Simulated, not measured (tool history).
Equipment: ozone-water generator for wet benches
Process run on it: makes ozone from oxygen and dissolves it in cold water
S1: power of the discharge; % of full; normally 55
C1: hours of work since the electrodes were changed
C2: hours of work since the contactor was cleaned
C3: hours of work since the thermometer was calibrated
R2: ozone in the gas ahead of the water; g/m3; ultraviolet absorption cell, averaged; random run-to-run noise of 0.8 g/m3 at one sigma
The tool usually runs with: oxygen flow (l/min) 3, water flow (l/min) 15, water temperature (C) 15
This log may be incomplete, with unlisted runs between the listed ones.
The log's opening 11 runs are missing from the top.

Run 12, hour 618.3: usual settings; C1 969; C2 5350; C3 2608. Result: dissolved ozone (ppm) 12.4, R2 123.9 g/m3.
Run 13, hour 664.4: usual settings but water flow (l/min) 20; C1 1002; C2 5382; C3 2640. Result: dissolved ozone (ppm) 9.5, R2 123.6 g/m3.
At hour 722.9: contactor cleaned.
Run 14, hour 722.9: usual settings but water flow (l/min) 20; C1 1040; C2 0; C3 2678. Result: dissolved ozone (ppm) 9.7, R2 124.4 g/m3.
Run 15, hour 787: usual settings but water flow (l/min) 20; C1 1084; C2 45; C3 2723. Result: dissolved ozone (ppm) 9.9, R2 123.7 g/m3.
Run 16, hour 840.9: usual settings but water flow (l/min) 20; C1 1122; C2 82; C3 2760. Result: dissolved ozone (ppm) 9.8, R2 124.3 g/m3.
Run 17, hour 916.7: usual settings but water temperature (C) 11; C1 1175; C2 135; C3 2813. Result: dissolved ozone (ppm) 13.4, R2 124.6 g/m3.
Run 18, hour 975.6: usual settings but S1 51 % of full, water flow (l/min) 21, water temperature (C) 11; C1 1216; C2 176; C3 2854. Result: dissolved ozone (ppm) 9.5, R2 116.7 g/m3.
Run 19, hour 1059.6: usual settings but S1 52 % of full, oxygen flow (l/min) 5.24, water flow (l/min) 13, water temperature (C) 16; C1 1275; C2 235; C3 2913. Result: dissolved ozone (ppm) 14.9, R2 96.5 g/m3.
Run 20, hour 1127.7: usual settings but S1 52 % of full, oxygen flow (l/min) 5.24, water flow (l/min) 13, water temperature (C) 16; C1 1322; C2 283; C3 2960. Result: dissolved ozone (ppm) 14.9, R2 97.7 g/m3.
Run 21, hour 1195.6: usual settings but S1 57 % of full, water temperature (C) 17; C1 1370; C2 330; C3 3008. Result: dissolved ozone (ppm) 12.8, R2 125.7 g/m3.
Run 22, hour 1247.2: usual settings but water temperature (C) 11; C1 1406; C2 366; C3 3044. Result: dissolved ozone (ppm) 13.3, R2 122.9 g/m3.
Run 23, hour 1326.7: usual settings but S1 47 % of full, water temperature (C) 13; C1 1461; C2 421; C3 3099. Result: dissolved ozone (ppm) 11.7, R2 111.2 g/m3.
Run 24, hour 1405.5: usual settings but S1 47 % of full, water temperature (C) 13; C1 1516; C2 476; C3 3154. Result: dissolved ozone (ppm) 11.9, R2 112.3 g/m3.
Run 25, hour 1481.7: usual settings but S1 62 % of full, water temperature (C) 13; C1 1569; C2 530; C3 3207. Result: dissolved ozone (ppm) 14.2, R2 132.7 g/m3.
Run 26, hour 1536.7: usual settings but S1 62 % of full, water temperature (C) 13; C1 1608; C2 568; C3 3246. Result: dissolved ozone (ppm) 13.9, R2 132.6 g/m3.
Run 27, hour 1621.3: usual settings but S1 85 % of full, oxygen flow (l/min) 3.76, water flow (l/min) 14, water temperature (C) 18; C1 1667; C2 627; C3 3305. Result: dissolved ozone (ppm) 18, R2 151 g/m3.
Run 28, hour 1657.3: usual settings but S1 85 % of full, oxygen flow (l/min) 3.76, water flow (l/min) 14, water temperature (C) 18; C1 1692; C2 652; C3 3330. Result: dissolved ozone (ppm) 18.1, R2 150.1 g/m3.
Run 29, hour 1714.7: usual settings but S1 85 % of full, oxygen flow (l/min) 3.76, water flow (l/min) 14, water temperature (C) 18; C1 1732; C2 692; C3 3370. Result: dissolved ozone (ppm) 18.2, R2 151.5 g/m3.
Run 30, hour 1776.3: usual settings but water temperature (C) 12; C1 1775; C2 735; C3 3413. Result: dissolved ozone (ppm) 13.2, R2 121.4 g/m3.
Run 31, hour 1860.3: usual settings but water temperature (C) 12; C1 1833; C2 794; C3 3472. Result: dissolved ozone (ppm) 13, R2 122.8 g/m3.
Run 32, hour 1909.1: usual settings but water temperature (C) 12; C1 1868; C2 828; C3 3506. Result: dissolved ozone (ppm) 13.1, R2 123.1 g/m3.
Run 33, hour 1960.9: usual settings but oxygen flow (l/min) 4.89, water temperature (C) 18; C1 1904; C2 864; C3 3542. Result: dissolved ozone (ppm) 13.5, R2 101.4 g/m3.

Here are 4 independent what-if runs from the current tool condition. What would each one return?
Run A, hour 2005.6: usual settings but oxygen flow (l/min) 4.64, water flow (l/min) 21, water temperature (C) 18; C1 1935; C2 895; C3 3573. Result: dissolved ozone (ppm) ?, R2 ?.
Run B, hour 2005.6: usual settings but oxygen flow (l/min) 4.89, water temperature (C) 10; C1 1935; C2 895; C3 3573. Result: dissolved ozone (ppm) ?, R2 ?.
Run C, hour 2005.6: usual settings but S1 74 % of full, oxygen flow (l/min) 4.94, water temperature (C) 18; C1 1935; C2 895; C3 3573. Result: dissolved ozone (ppm) ?, R2 ?.
Run D, hour 2005.6: usual settings but oxygen flow (l/min) 2.24, water flow (l/min) 14, water temperature (C) 10; C1 1935; C2 895; C3 3573. Result: dissolved ozone (ppm) ?, R2 ?.

run  dissolved ozone (ppm)     R2
  A                     10  103.7
  B                   15.1  102.1
  C                   16.4  124.5
  D                     13  136.8
The same runs, with their run-to-run variation unchanged, on a tool lacking any hidden condition would have given:
run  dissolved ozone (ppm)     R2
  A                   10.4  106.7
  B                   15.6    105
  C                   17.1  128.8
  D                   13.4  140.7
